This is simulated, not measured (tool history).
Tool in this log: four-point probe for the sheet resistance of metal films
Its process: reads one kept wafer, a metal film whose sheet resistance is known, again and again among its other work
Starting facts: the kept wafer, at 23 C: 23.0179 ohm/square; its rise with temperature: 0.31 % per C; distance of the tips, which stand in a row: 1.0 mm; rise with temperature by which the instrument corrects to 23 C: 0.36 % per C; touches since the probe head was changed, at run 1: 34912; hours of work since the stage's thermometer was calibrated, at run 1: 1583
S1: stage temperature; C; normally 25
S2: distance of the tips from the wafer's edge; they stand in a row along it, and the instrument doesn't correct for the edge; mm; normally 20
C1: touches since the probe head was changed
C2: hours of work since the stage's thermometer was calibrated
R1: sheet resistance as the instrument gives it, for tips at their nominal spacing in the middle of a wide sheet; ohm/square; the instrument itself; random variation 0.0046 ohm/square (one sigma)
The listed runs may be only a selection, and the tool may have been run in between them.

run	hour	S1	S2	C1	C2	R1
1	0	25	20	34912	1583	23.123589
2	21.7	25	20	35492	1597	23.132336
3	37.7	25	6	35917	1607	23.432264
4	57.4	25	6	36444	1620	23.433781
5	88.4	25	30	37271	1640	23.121526
6	115.4	35	20	37990	1657	23.014605
7	138.9	25	20	38618	1672	23.134029
8	155.7	25	20	39065	1683	23.137255
9	177.1	25	20	39636	1697	23.137836
10	198.1	25	20	40197	1710	23.143385
11	228.3	25	9	41001	1729	23.260285
12	261.5	26	9	41888	1751	23.249514
13	296.2	26	9	42813	1773	23.252642
14	331.6	26	9	43758	1796	23.248407
15	354.1	25	5	44357	1810	23.605441
16	379.7	25	4	45040	1827	23.863798
17	396	25	4	45476	1837	23.86767
18	413.9	25	30	45953	1849	23.126355
19	430.5	25	20	46395	1859	23.149337
20	466.8	25	6	47363	1882	23.45386
21	497.9	25	6	48193	1902	23.450776
22	529.8	25	6	49045	1923	23.466846
23	549	25	6	49556	1935	23.463713
24	584.5	25	6	50502	1958	23.469387
25	615.7	21	27	51335	1978	23.188443
# hour 618.3: stage's thermometer calibrated
26	644.5	25	22	52091	17	23.167864
27	666.2	25	30	52668	31	23.165276
28	689.2	20	24	53283	46	23.222358
# hour 691.7: stage's thermometer calibrated, once more
29	711.1	20	74	53852	12	23.146278
30	741.7	25	20	54671	32	23.126625
31	770.9	34	37	55447	51	22.998839
32	798.7	33	32	56190	69	23.021782
33	836.4	26	4	57196	93	23.833831
34	866.4	35	8	57994	112	23.174631
35	892.6	23	55	58695	129	23.124976
36	913.9	25	15	59263	143	23.151113
37	943.5	25	15	60051	161	23.148532
38	964.6	25	6	60616	175	23.443386
39	999.8	25	6	61554	198	23.447671
40	1029.1	29	53	62334	216	23.067989
41	1045.5	29	53	62773	227	23.06466
42	1064.4	29	65	63276	239	23.068472
43	1098.5	29	65	64186	261	23.065739
44	1126	21	4	64920	279	23.910948

Branching from run 44: 4 alternative next runs. What would each branch give?
A	1163	27	16	65906	302	?
B	1163	26	45	65906	302	?
C	1163	21	35	65906	302	?
D	1163	22	10	65906	302	?

run	R1
A	23.132445
B	23.103498
C	23.16672
D	23.26995
Without the tool's unlogged condition, the same runs would have read:
run	R1
A	23.018348
B	22.989515
C	23.052363
D	23.155139

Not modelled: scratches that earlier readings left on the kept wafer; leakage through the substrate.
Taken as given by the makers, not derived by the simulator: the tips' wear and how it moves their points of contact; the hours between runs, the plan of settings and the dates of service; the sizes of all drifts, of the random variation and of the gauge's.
